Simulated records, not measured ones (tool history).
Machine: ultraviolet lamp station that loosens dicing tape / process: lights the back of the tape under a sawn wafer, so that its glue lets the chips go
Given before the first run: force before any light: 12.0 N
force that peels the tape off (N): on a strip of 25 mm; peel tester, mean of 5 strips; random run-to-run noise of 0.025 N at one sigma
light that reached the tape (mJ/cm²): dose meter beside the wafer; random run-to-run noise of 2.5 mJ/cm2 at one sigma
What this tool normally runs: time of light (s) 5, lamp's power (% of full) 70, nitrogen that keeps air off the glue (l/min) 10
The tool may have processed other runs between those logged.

run    hour  time of light (s)  lamp's power (% of full)  nitrogen that keeps air off the glue (l/min)  force that peels the tape off (N)  light that reached the tape (mJ/cm²)
  1     0.0                  5                        70                                            10                              2.371                                   216
  2    41.4                  5                        70                                            10                              2.344                                   212
       84.1  -- window cleaned of glue's vapour
  3    84.1                  5                        70                                            10                              2.714                                   191
  4   161.9                  5                        70                                            10                              2.856                                   182
  5   194.2                  5                        70                                            10                              2.960                                   183
  6   248.1                  5                        70                                            10                              3.101                                   180
  7   301.5                  5                        65                                            10                              3.387                                   162
  8   349.5                  5                        91                                            10                              2.081                                   230
  9   404.1                  5                        74                                            10                              2.981                                   182
 10   436.7                  5                        70                                            10                              3.245                                   169
 11   471.7                  5                        70                                            10                              3.174                                   168
      520.4  -- window cleaned of glue's vapour, once more
 12   545.8                  5                        70                                            10                              2.036                                   231
 13   616.3                  5                        70                                            10                              2.143                                   226
 14   690.4                  5                        70                                            10                              2.282                                   226
 15   761.3                  3                        70                                            10                              4.226                                   135
 16   817.2                  3                        70                                            10                              4.446                                   127
 17   887.1                  3                        70                                            10                              4.413                                   129
 18   922.6                  5                        70                                             6                              2.953                                   211
 19   992.8                  5                        70                                             6                              3.064                                   203
 20  1030.5                  5                        70                                             6                              3.115                                   206
 21  1091.5                  5                        70                                             6                              3.161                                   202
 22  1137.7                  4                        79                                             7                              3.447                                   174
 23  1213.1                  5                        82                                             7                              2.489                                   227
 24  1246.5                  4                        62                                            15                              3.837                                   136
 25  1296.7                  4                        62                                            15                              3.707                                   137
 26  1340.0                  4                        99                                            16                              2.016                                   210
 27  1416.3                  7                        99                                            16                              0.629                                   369
 28  1489.3                  2                        80                                            16                              6.090                                    79
     1526.7  -- window cleaned of glue's vapour
 29  1545.8                  6                        99                                            16                              0.705                                   344
 30  1600.4                  6                        99                                            16                              0.715                                   338
 31  1677.6                  2                       100                                             5                              5.865                                   110
 32  1753.8                  5                        71                                             9                              2.787                                   198
 33  1828.3                  9                        71                                            11                              0.869                                   347
 34  1888.4                  9                        71                                            11                              0.916                                   339
     1923.7  -- lamp changed
 35  1936.4                  3                        92                                             9                              2.194                                   221
 36  1990.3                  3                        92                                             9                              2.345                                   224
 37  2043.0                  6                        65                                             4                              1.974                                   311
 38  2082.4                  2                        65                                            20                              4.947                                   102
 39  2153.1                  8                        70                                             4                              0.981                                   428
 40  2187.3                  8                        70                                             4                              1.065                                   424
 41  2254.1                  5                        84                                             4                              1.845                                   319

What does the tool deliver on the next run?
 42  2301.1                  5                        84                                             4                                  ?                                     ?

Run 42 gave force that peels the tape off (N) 1.887, light that reached the tape (mJ/cm²) 312.
Were there no unlogged condition in the tool, this run, its random variation unchanged, would have produced force that peels the tape off (N) 1.395, light that reached the tape (mJ/cm²) 366.

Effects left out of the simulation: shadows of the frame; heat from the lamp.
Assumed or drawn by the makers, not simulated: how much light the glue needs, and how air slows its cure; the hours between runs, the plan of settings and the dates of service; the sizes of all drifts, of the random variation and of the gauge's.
